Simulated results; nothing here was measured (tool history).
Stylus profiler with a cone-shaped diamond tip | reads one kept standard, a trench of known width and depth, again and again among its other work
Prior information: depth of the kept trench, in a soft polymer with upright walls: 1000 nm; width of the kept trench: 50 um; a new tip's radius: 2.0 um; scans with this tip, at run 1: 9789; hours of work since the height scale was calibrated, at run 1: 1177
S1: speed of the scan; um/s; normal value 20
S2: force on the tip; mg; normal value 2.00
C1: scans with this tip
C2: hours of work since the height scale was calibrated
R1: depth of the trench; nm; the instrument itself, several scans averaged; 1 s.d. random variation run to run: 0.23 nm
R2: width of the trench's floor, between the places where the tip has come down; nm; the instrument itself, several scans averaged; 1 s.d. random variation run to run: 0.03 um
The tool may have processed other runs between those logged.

{"run": 1, "hour": 0.0, "S1": 20, "S2": 2.0, "C1": 9789, "C2": 1177, "R1": 1008.73, "R2": 44200}
{"run": 2, "hour": 26.9, "S1": 20, "S2": 2.0, "C1": 9967, "C2": 1199, "R1": 1009.43, "R2": 44240}
{"run": 3, "hour": 58.4, "S1": 20, "S2": 1.62, "C1": 10175, "C2": 1224, "R1": 1007.31, "R2": 44170}
{"run": 4, "hour": 84.9, "S1": 20, "S2": 1.62, "C1": 10350, "C2": 1245, "R1": 1006.91, "R2": 44080}
{"run": 5, "hour": 120.1, "S1": 20, "S2": 1.62, "C1": 10582, "C2": 1273, "R1": 1007.29, "R2": 44120}
{"run": 6, "hour": 158.3, "S1": 20, "S2": 1.62, "C1": 10835, "C2": 1303, "R1": 1007.21, "R2": 44020}
{"hour": 175.0, "done": "new tip fitted, height scale calibrated"}
{"run": 7, "hour": 190.3, "S1": 20, "S2": 1.62, "C1": 101, "C2": 12, "R1": 1010.29, "R2": 46450}
{"run": 8, "hour": 210.7, "S1": 20, "S2": 1.62, "C1": 236, "C2": 28, "R1": 1009.8, "R2": 46330}
{"run": 9, "hour": 247.2, "S1": 20, "S2": 1.62, "C1": 477, "C2": 57, "R1": 1009.73, "R2": 46220}
{"run": 10, "hour": 277.8, "S1": 20, "S2": 1.62, "C1": 679, "C2": 82, "R1": 1009.58, "R2": 46240}
{"run": 11, "hour": 309.9, "S1": 20, "S2": 1.62, "C1": 891, "C2": 107, "R1": 1009.64, "R2": 46170}
{"run": 12, "hour": 346.6, "S1": 20, "S2": 1.62, "C1": 1134, "C2": 136, "R1": 1009.65, "R2": 46070}
{"run": 13, "hour": 378.6, "S1": 20, "S2": 1.62, "C1": 1345, "C2": 162, "R1": 1009.86, "R2": 46060}
{"run": 14, "hour": 412.0, "S1": 20, "S2": 3.95, "C1": 1565, "C2": 188, "R1": 1017.32, "R2": 46000}
{"run": 15, "hour": 449.9, "S1": 20, "S2": 3.95, "C1": 1816, "C2": 218, "R1": 1017.46, "R2": 45950}
{"run": 16, "hour": 490.3, "S1": 20, "S2": 2.09, "C1": 2083, "C2": 251, "R1": 1011.51, "R2": 45840}
{"run": 17, "hour": 530.1, "S1": 46, "S2": 1.2, "C1": 2346, "C2": 282, "R1": 1007.62, "R2": 45620}
{"run": 18, "hour": 563.7, "S1": 46, "S2": 1.2, "C1": 2567, "C2": 309, "R1": 1007.44, "R2": 45620}
{"run": 19, "hour": 593.4, "S1": 11, "S2": 2.82, "C1": 2764, "C2": 332, "R1": 1013.97, "R2": 45700}
{"run": 20, "hour": 627.4, "S1": 75, "S2": 2.14, "C1": 2989, "C2": 359, "R1": 1011.27, "R2": 45460}
{"run": 21, "hour": 649.2, "S1": 13, "S2": 1.58, "C1": 3132, "C2": 377, "R1": 1008.87, "R2": 45560}
{"run": 22, "hour": 680.9, "S1": 13, "S2": 1.58, "C1": 3342, "C2": 402, "R1": 1008.93, "R2": 45590}
{"run": 23, "hour": 710.4, "S1": 12, "S2": 4.3, "C1": 3537, "C2": 425, "R1": 1018.15, "R2": 45500}
{"run": 24, "hour": 738.6, "S1": 7, "S2": 4.37, "C1": 3723, "C2": 448, "R1": 1018.14, "R2": 45490}
{"run": 25, "hour": 767.8, "S1": 75, "S2": 1.29, "C1": 3916, "C2": 471, "R1": 1007.35, "R2": 45200}
{"run": 26, "hour": 795.4, "S1": 52, "S2": 0.71, "C1": 4099, "C2": 493, "R1": 1004.6, "R2": 45180}
{"run": 27, "hour": 826.6, "S1": 14, "S2": 0.95, "C1": 4305, "C2": 518, "R1": 1005.69, "R2": 45280}
{"run": 28, "hour": 860.3, "S1": 14, "S2": 5.07, "C1": 4527, "C2": 544, "R1": 1020.09, "R2": 45290}
{"run": 29, "hour": 894.3, "S1": 6, "S2": 0.71, "C1": 4752, "C2": 572, "R1": 1004.28, "R2": 45150}

4 options for the next run, each taken on its own from the tool as it stands now. Forecast them:
{"run": "A", "hour": 925.3, "S1": 6, "S2": 5.21, "C1": 4957, "C2": 596, "R1": "?", "R2": "?"}
{"run": "B", "hour": 925.3, "S1": 42, "S2": 1.33, "C1": 4957, "C2": 596, "R1": "?", "R2": "?"}
{"run": "C", "hour": 925.3, "S1": 10, "S2": 4.27, "C1": 4957, "C2": 596, "R1": "?", "R2": "?"}
{"run": "D", "hour": 925.3, "S1": 27, "S2": 0.71, "C1": 4957, "C2": 596, "R1": "?", "R2": "?"}

run=A R1=1020.74 R2=45220
run=B R1=1007.42 R2=45100
run=C R1=1017.60 R2=45210
run=D R1=1004.59 R2=45040
Without the tool's unlogged condition, the same runs would have read:
run=A R1=1021.96 R2=46560
run=B R1=1008.62 R2=46430
run=C R1=1018.81 R2=46550
run=D R1=1005.79 R2=46370

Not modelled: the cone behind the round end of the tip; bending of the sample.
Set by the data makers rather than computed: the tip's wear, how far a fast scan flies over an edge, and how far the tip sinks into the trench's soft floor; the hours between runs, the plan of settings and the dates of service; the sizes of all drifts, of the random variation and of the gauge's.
